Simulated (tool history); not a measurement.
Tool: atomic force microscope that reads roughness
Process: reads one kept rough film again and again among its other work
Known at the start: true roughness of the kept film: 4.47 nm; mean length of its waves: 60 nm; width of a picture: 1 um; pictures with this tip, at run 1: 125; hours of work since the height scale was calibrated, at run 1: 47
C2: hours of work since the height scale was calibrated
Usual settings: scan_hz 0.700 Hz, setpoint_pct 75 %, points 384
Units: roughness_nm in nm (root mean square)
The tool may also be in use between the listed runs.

run 1 hour=0.0 | scan_hz=0.700 setpoint_pct=75 points=384 | pictures_with_this_tip=125 C2=47 | roughness_nm=3.923
run 2 hour=7.5 | scan_hz=0.700 setpoint_pct=75 points=384 | pictures_with_this_tip=139 C2=51 | roughness_nm=3.898
run 3 hour=16.5 | scan_hz=0.930 setpoint_pct=75 points=384 | pictures_with_this_tip=155 C2=56 | roughness_nm=3.790
run 4 hour=23.1 | scan_hz=0.700 setpoint_pct=75 points=384 | pictures_with_this_tip=167 C2=60 | roughness_nm=3.858
run 5 hour=29.3 | scan_hz=0.700 setpoint_pct=75 points=384 | pictures_with_this_tip=178 C2=63 | roughness_nm=3.830
-- hour=34.5 new tip fitted
run 6 hour=37.7 | scan_hz=0.700 setpoint_pct=75 points=384 | pictures_with_this_tip=6 C2=68 | roughness_nm=4.049
run 7 hour=45.7 | scan_hz=0.700 setpoint_pct=75 points=384 | pictures_with_this_tip=20 C2=72 | roughness_nm=4.044
run 8 hour=52.7 | scan_hz=0.700 setpoint_pct=75 points=690 | pictures_with_this_tip=33 C2=76 | roughness_nm=4.041
run 9 hour=57.7 | scan_hz=1.674 setpoint_pct=75 points=384 | pictures_with_this_tip=42 C2=79 | roughness_nm=3.721
run 10 hour=62.0 | scan_hz=1.674 setpoint_pct=75 points=384 | pictures_with_this_tip=50 C2=81 | roughness_nm=3.745
run 11 hour=68.1 | scan_hz=3.805 setpoint_pct=75 points=384 | pictures_with_this_tip=61 C2=85 | roughness_nm=3.219
run 12 hour=74.4 | scan_hz=3.805 setpoint_pct=75 points=384 | pictures_with_this_tip=73 C2=88 | roughness_nm=3.198
run 13 hour=80.5 | scan_hz=0.700 setpoint_pct=75 points=384 | pictures_with_this_tip=84 C2=92 | roughness_nm=3.972
run 14 hour=87.4 | scan_hz=1.664 setpoint_pct=75 points=407 | pictures_with_this_tip=96 C2=95 | roughness_nm=3.662
run 15 hour=91.5 | scan_hz=0.699 setpoint_pct=75 points=759 | pictures_with_this_tip=104 C2=98 | roughness_nm=3.939
run 16 hour=99.6 | scan_hz=2.211 setpoint_pct=82 points=690 | pictures_with_this_tip=119 C2=102 | roughness_nm=3.289
run 17 hour=108.0 | scan_hz=2.283 setpoint_pct=70 points=384 | pictures_with_this_tip=134 C2=107 | roughness_nm=3.620
run 18 hour=115.8 | scan_hz=1.718 setpoint_pct=86 points=296 | pictures_with_this_tip=148 C2=112 | roughness_nm=3.287
run 19 hour=124.8 | scan_hz=0.700 setpoint_pct=61 points=429 | pictures_with_this_tip=164 C2=117 | roughness_nm=3.994
run 20 hour=128.9 | scan_hz=0.700 setpoint_pct=79 points=496 | pictures_with_this_tip=172 C2=119 | roughness_nm=3.810
run 21 hour=133.6 | scan_hz=0.700 setpoint_pct=59 points=384 | pictures_with_this_tip=181 C2=122 | roughness_nm=3.988
-- hour=138.1 new tip fitted
run 22 hour=143.2 | scan_hz=0.700 setpoint_pct=59 points=384 | pictures_with_this_tip=9 C2=127 | roughness_nm=4.202
run 23 hour=152.3 | scan_hz=1.816 setpoint_pct=74 points=384 | pictures_with_this_tip=26 C2=132 | roughness_nm=3.744
run 24 hour=160.2 | scan_hz=1.447 setpoint_pct=70 points=695 | pictures_with_this_tip=40 C2=136 | roughness_nm=3.910
run 25 hour=168.8 | scan_hz=1.447 setpoint_pct=70 points=695 | pictures_with_this_tip=56 C2=141 | roughness_nm=3.883
run 26 hour=173.5 | scan_hz=3.865 setpoint_pct=66 points=500 | pictures_with_this_tip=64 C2=144 | roughness_nm=3.565

5 ways to go on from here, each from the tool as it stands after run 26. What would each give?
run A hour=179.5 | scan_hz=1.040 setpoint_pct=77 points=492 | pictures_with_this_tip=75 C2=147 | roughness_nm=?
run B hour=179.5 | scan_hz=2.305 setpoint_pct=56 points=823 | pictures_with_this_tip=75 C2=147 | roughness_nm=?
run C hour=179.5 | scan_hz=0.811 setpoint_pct=68 points=383 | pictures_with_this_tip=75 C2=147 | roughness_nm=?
run D hour=179.5 | scan_hz=3.421 setpoint_pct=75 points=505 | pictures_with_this_tip=75 C2=147 | roughness_nm=?
run E hour=179.5 | scan_hz=1.791 setpoint_pct=75 points=332 | pictures_with_this_tip=75 C2=147 | roughness_nm=?

run=A roughness_nm=3.828
run=B roughness_nm=3.950
run=C roughness_nm=3.983
run=D roughness_nm=3.294
run=E roughness_nm=3.668
Without the tool's hidden state the same runs would have given:
run=A roughness_nm=3.937
run=B roughness_nm=4.063
run=C roughness_nm=4.097
run=D roughness_nm=3.388
run=E roughness_nm=3.772
